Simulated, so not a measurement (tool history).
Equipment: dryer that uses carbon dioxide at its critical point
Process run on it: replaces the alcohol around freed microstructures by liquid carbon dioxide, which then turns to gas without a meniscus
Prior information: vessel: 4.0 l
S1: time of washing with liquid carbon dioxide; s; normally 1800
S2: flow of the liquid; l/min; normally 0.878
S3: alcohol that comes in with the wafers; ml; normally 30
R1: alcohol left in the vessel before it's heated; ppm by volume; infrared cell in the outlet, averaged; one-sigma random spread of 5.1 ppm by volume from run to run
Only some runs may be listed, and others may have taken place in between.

run 1 day=0 | S1=1800 S2=0.878 S3=30 | R1=98
run 2 day=2.471 | S1=1800 S2=0.878 S3=30 | R1=107
run 3 day=3.704 | S1=1800 S2=0.878 S3=30 | R1=118
run 4 day=6.421 | S1=1800 S2=0.878 S3=39 | R1=149
run 5 day=7.875 | S1=1260 S2=0.878 S3=30 | R1=354
run 6 day=9.067 | S1=1260 S2=0.678 S3=30 | R1=722
run 7 day=10.692 | S1=1800 S2=0.878 S3=23 | R1=117
run 8 day=12.521 | S1=1800 S2=0.878 S3=23 | R1=129
run 9 day=14.592 | S1=1800 S2=0.878 S3=23 | R1=143
run 10 day=16.212 | S1=1800 S2=0.878 S3=23 | R1=138
run 11 day=18.596 | S1=1800 S2=0.878 S3=30 | R1=162
run 12 day=20.338 | S1=1800 S2=0.878 S3=30 | R1=178
run 13 day=22.575 | S1=1800 S2=0.642 S3=26 | R1=383
run 14 day=24.038 | S1=1800 S2=0.642 S3=26 | R1=393
run 15 day=26.129 | S1=1800 S2=0.679 S3=67 | R1=765
run 16 day=28.817 | S1=1380 S2=0.85 S3=51 | R1=704
run 17 day=30.504 | S1=2820 S2=1.204 S3=72 | R1=98
run 18 day=31.683 | S1=1800 S2=0.878 S3=54 | R1=344
run 19 day=33.517 | S1=2340 S2=1.316 S3=41 | R1=101
run 20 day=35.308 | S1=2880 S2=0.944 S3=30 | R1=110
-- day=36.733 inlet filter changed
run 21 day=37.15 | S1=2880 S2=0.944 S3=30 | R1=106
run 22 day=38.546 | S1=1800 S2=0.878 S3=52 | R1=226
run 23 day=41.146 | S1=1800 S2=0.878 S3=52 | R1=248
run 24 day=43.446 | S1=1560 S2=0.878 S3=20 | R1=206

What if the next run were any one of these 5? Each begins from the tool's condition after run 24:
run A day=45.338 | S1=1800 S2=0.68 S3=30 | R1=?
run B day=45.338 | S1=1560 S2=0.55 S3=22 | R1=?
run C day=45.338 | S1=1560 S2=0.878 S3=47 | R1=?
run D day=45.338 | S1=1440 S2=1.079 S3=55 | R1=?
run E day=45.338 | S1=1380 S2=0.878 S3=20 | R1=?

run=A R1=350
run=B R1=617
run=C R1=361
run=D R1=274
run=E R1=275
Without the tool's hidden state the same runs would have given:
run=A R1=201
run=B R1=451
run=C R1=207
run=D R1=133
run=E R1=134
